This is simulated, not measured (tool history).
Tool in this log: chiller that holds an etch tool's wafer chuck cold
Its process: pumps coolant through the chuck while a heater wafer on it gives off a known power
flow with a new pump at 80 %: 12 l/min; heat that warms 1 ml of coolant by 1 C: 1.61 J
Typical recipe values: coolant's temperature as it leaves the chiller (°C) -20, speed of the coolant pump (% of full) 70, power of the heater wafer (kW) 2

run	day	coolant's temperature as it leaves the chiller (°C)	speed of the coolant pump (% of full)	power of the heater wafer (kW)	chuck's temperature once it has settled (°C)	how much warmer the coolant comes back (C)
1	0	-20	70	2	6	7.09
2	1.912	-20	70	2	5.9	7.21
3	3.075	-23	70	2	2.7	7.17
4	3.962	-17	70	2	9	7.19
5	4.908	-20	70	2.31	9.8	8.37
6	5.833	-20	70	2.31	9.8	8.35
7	6.854	-20	70	2	5.9	7.31
8	8.721	-20	70	2	6.1	7.35
9	9.738	-20	70	2	6	7.35
10	11.488	-20	70	1.516	-0.3	5.67
11	13.029	-20	70	1.516	-0.6	5.62
12	14.888	-20	75	2	4.4	6.92
13	16.088	-20	75	2	4.3	6.89
14	18.038	-20	75	2	4.1	6.93
15	19.712	-20	75	2	4.5	6.94
16	20.758	-20	75	2	4.3	6.96
17	22.533	-24	66	1.298	-6.2	4.95
18	23.421	-15	89	1.298	-1.5	3.65
19	25.108	-25	88	1.323	-11.2	3.79
20	26.146	-24	72	2.217	4.1	7.81
21	27.708	-10	63	2.109	20	8.58
22	28.946	-25	75	2	-0.8	6.72
23	30.217	-11	76	2	13	6.64
24	31.117	-16	69	1.158	-0.9	4.41
25	32.242	-16	69	1.158	-0.8	4.38
26	33.4	-16	87	1.312	-2	3.92
27	34.742	-20	74	2.129	6	7.4
28	36.7	-20	95	1.521	-5.1	4.2
29	38.546	-20	75	2.558	10.9	8.83
30	39.829	-12	63	2.891	29.2	11.82
31	41.642	-28	78	2.847	5.2	9.48

Removed from this log: 1 entry logged between the listed runs. Between which two listed runs does each belong, and how does the tool's hidden state at the listed run before it compare with that at the listed run after it?
Runs 16 to 17: gauge calibrated (day 22.262)
  drift of the gauge itself on warmer_back_c, C: 0.32 -> 0
  measured value less the no-hidden-state value, how much warmer the coolant comes back (C): +0.33 -> +0
